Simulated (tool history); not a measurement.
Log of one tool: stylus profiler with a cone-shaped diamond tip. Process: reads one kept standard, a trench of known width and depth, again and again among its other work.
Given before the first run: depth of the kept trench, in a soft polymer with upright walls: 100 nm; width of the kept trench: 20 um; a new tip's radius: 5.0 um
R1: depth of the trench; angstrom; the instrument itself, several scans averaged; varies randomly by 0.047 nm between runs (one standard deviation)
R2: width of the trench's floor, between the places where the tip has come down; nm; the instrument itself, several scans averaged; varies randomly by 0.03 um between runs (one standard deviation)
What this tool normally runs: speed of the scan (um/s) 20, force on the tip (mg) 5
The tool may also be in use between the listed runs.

run 1 day=0 | speed_of_the_scan_(um/s)=20 force_on_the_tip_(mg)=5 | R1=1024.3 R2=17820
run 2 day=0.646 | speed_of_the_scan_(um/s)=20 force_on_the_tip_(mg)=5 | R1=1023.4 R2=17820
run 3 day=1.033 | speed_of_the_scan_(um/s)=20 force_on_the_tip_(mg)=5 | R1=1023.1 R2=17800
run 4 day=1.408 | speed_of_the_scan_(um/s)=20 force_on_the_tip_(mg)=5 | R1=1023.3 R2=17840
run 5 day=1.862 | speed_of_the_scan_(um/s)=8 force_on_the_tip_(mg)=5 | R1=1022.8 R2=17840
run 6 day=2.508 | speed_of_the_scan_(um/s)=20 force_on_the_tip_(mg)=5 | R1=1024.4 R2=17870
run 7 day=3.088 | speed_of_the_scan_(um/s)=20 force_on_the_tip_(mg)=3.01 | R1=1017.1 R2=17790
run 8 day=3.654 | speed_of_the_scan_(um/s)=20 force_on_the_tip_(mg)=3.01 | R1=1017 R2=17740
run 9 day=4.275 | speed_of_the_scan_(um/s)=7 force_on_the_tip_(mg)=3.01 | R1=1017.3 R2=17850
run 10 day=4.867 | speed_of_the_scan_(um/s)=7 force_on_the_tip_(mg)=3.01 | R1=1016.2 R2=17870
run 11 day=5.196 | speed_of_the_scan_(um/s)=7 force_on_the_tip_(mg)=3.01 | R1=1017.5 R2=17860
run 12 day=5.667 | speed_of_the_scan_(um/s)=20 force_on_the_tip_(mg)=5 | R1=1024.1 R2=17800
run 13 day=6.175 | speed_of_the_scan_(um/s)=20 force_on_the_tip_(mg)=5 | R1=1022.9 R2=17770
run 14 day=6.792 | speed_of_the_scan_(um/s)=20 force_on_the_tip_(mg)=5 | R1=1024.5 R2=17760
run 15 day=7.196 | speed_of_the_scan_(um/s)=20 force_on_the_tip_(mg)=5 | R1=1023.4 R2=17790
run 16 day=7.483 | speed_of_the_scan_(um/s)=20 force_on_the_tip_(mg)=5 | R1=1023.9 R2=17750
run 17 day=7.988 | speed_of_the_scan_(um/s)=20 force_on_the_tip_(mg)=5 | R1=1023.9 R2=17730
run 18 day=8.408 | speed_of_the_scan_(um/s)=20 force_on_the_tip_(mg)=2.31 | R1=1013.5 R2=17720
run 19 day=8.746 | speed_of_the_scan_(um/s)=20 force_on_the_tip_(mg)=2.31 | R1=1014.2 R2=17780
run 20 day=9.042 | speed_of_the_scan_(um/s)=68 force_on_the_tip_(mg)=5 | R1=1024 R2=17530
-- day=9.1 height scale calibrated on a step standard
run 21 day=9.588 | speed_of_the_scan_(um/s)=68 force_on_the_tip_(mg)=5 | R1=1024.4 R2=17550
run 22 day=9.967 | speed_of_the_scan_(um/s)=20 force_on_the_tip_(mg)=5 | R1=1023.7 R2=17740
run 23 day=10.271 | speed_of_the_scan_(um/s)=20 force_on_the_tip_(mg)=5 | R1=1024.5 R2=17800
run 24 day=10.8 | speed_of_the_scan_(um/s)=20 force_on_the_tip_(mg)=5 | R1=1024.3 R2=17740
run 25 day=11.088 | speed_of_the_scan_(um/s)=20 force_on_the_tip_(mg)=5 | R1=1024.7 R2=17790
-- day=11.658 height scale calibrated on a step standard, once more
run 26 day=11.658 | speed_of_the_scan_(um/s)=10 force_on_the_tip_(mg)=5.04 | R1=1024.1 R2=17790
run 27 day=12.15 | speed_of_the_scan_(um/s)=64 force_on_the_tip_(mg)=7.6 | R1=1031 R2=17570
run 28 day=12.767 | speed_of_the_scan_(um/s)=9 force_on_the_tip_(mg)=7.21 | R1=1029.5 R2=17820
run 29 day=13.117 | speed_of_the_scan_(um/s)=9 force_on_the_tip_(mg)=7.21 | R1=1029.9 R2=17860
run 30 day=13.475 | speed_of_the_scan_(um/s)=20 force_on_the_tip_(mg)=3.64 | R1=1019.8 R2=17690
run 31 day=14.025 | speed_of_the_scan_(um/s)=9 force_on_the_tip_(mg)=12.47 | R1=1042 R2=17790
run 32 day=14.429 | speed_of_the_scan_(um/s)=45 force_on_the_tip_(mg)=7.42 | R1=1030.3 R2=17670
run 33 day=14.712 | speed_of_the_scan_(um/s)=37 force_on_the_tip_(mg)=9.92 | R1=1038.3 R2=17660
run 34 day=15.317 | speed_of_the_scan_(um/s)=34 force_on_the_tip_(mg)=12.43 | R1=1043 R2=17660
run 35 day=15.908 | speed_of_the_scan_(um/s)=34 force_on_the_tip_(mg)=12.43 | R1=1043 R2=17730
run 36 day=16.333 | speed_of_the_scan_(um/s)=34 force_on_the_tip_(mg)=12.43 | R1=1042.3 R2=17710
run 37 day=16.85 | speed_of_the_scan_(um/s)=7 force_on_the_tip_(mg)=7.15 | R1=1030.3 R2=17810
run 38 day=17.421 | speed_of_the_scan_(um/s)=25 force_on_the_tip_(mg)=6.84 | R1=1029 R2=17750
run 39 day=18.046 | speed_of_the_scan_(um/s)=25 force_on_the_tip_(mg)=6.84 | R1=1029.8 R2=17660
run 40 day=18.504 | speed_of_the_scan_(um/s)=11 force_on_the_tip_(mg)=2.61 | R1=1015.7 R2=17750
run 41 day=18.929 | speed_of_the_scan_(um/s)=6 force_on_the_tip_(mg)=7.65 | R1=1031.6 R2=17770
run 42 day=19.288 | speed_of_the_scan_(um/s)=6 force_on_the_tip_(mg)=7.65 | R1=1031.2 R2=17800
run 43 day=19.912 | speed_of_the_scan_(um/s)=63 force_on_the_tip_(mg)=2.92 | R1=1016.4 R2=17400
run 44 day=20.512 | speed_of_the_scan_(um/s)=63 force_on_the_tip_(mg)=2.92 | R1=1016.5 R2=17430
run 45 day=20.996 | speed_of_the_scan_(um/s)=63 force_on_the_tip_(mg)=2.92 | R1=1016.6 R2=17340
run 46 day=21.446 | speed_of_the_scan_(um/s)=63 force_on_the_tip_(mg)=2.92 | R1=1017.4 R2=17360
run 47 day=21.942 | speed_of_the_scan_(um/s)=41 force_on_the_tip_(mg)=7.66 | R1=1032.1 R2=17560

Same runs, no hidden state in the tool, same run-to-run variation:
Hidden state at play: radius of the tip, um; height scale over the true one, %; drift of the gauge itself on depth_nm, %; drift of the gauge itself on floor_um, %.
run=1 R1=1024.1 R2=17910
run=2 R1=1023.2 R2=17920
run=3 R1=1022.9 R2=17900
run=4 R1=1023 R2=17950
run=5 R1=1022.6 R2=17950
run=6 R1=1024 R2=17990
run=7 R1=1016.8 R2=17910
run=8 R1=1016.7 R2=17860
run=9 R1=1016.9 R2=17970
run=10 R1=1015.8 R2=18010
run=11 R1=1017 R2=17990
run=12 R1=1023.6 R2=17930
run=13 R1=1022.4 R2=17910
run=14 R1=1024 R2=17900
run=15 R1=1022.9 R2=17940
run=16 R1=1023.3 R2=17900
run=17 R1=1023.3 R2=17880
run=18 R1=1012.9 R2=17880
run=19 R1=1013.5 R2=17940
run=20 R1=1023.3 R2=17690
run=21 R1=1023.4 R2=17710
run=22 R1=1022.7 R2=17900
run=23 R1=1023.4 R2=17960
run=24 R1=1023.2 R2=17910
run=25 R1=1023.7 R2=17960
run=26 R1=1023.7 R2=17970
run=27 R1=1030.7 R2=17750
run=28 R1=1029.1 R2=18000
run=29 R1=1029.5 R2=18040
run=30 R1=1019.4 R2=17880
run=31 R1=1041.6 R2=17980
run=32 R1=1029.8 R2=17860
run=33 R1=1037.8 R2=17850
run=34 R1=1042.5 R2=17860
run=35 R1=1042.4 R2=17930
run=36 R1=1041.7 R2=17920
run=37 R1=1029.7 R2=18010
run=38 R1=1028.3 R2=17960
run=39 R1=1029.1 R2=17880
run=40 R1=1015 R2=17970
run=41 R1=1030.9 R2=18000
run=42 R1=1030.5 R2=18030
run=43 R1=1015.7 R2=17630
run=44 R1=1015.7 R2=17670
run=45 R1=1015.8 R2=17580
run=46 R1=1016.5 R2=17600
run=47 R1=1031.2 R2=17800
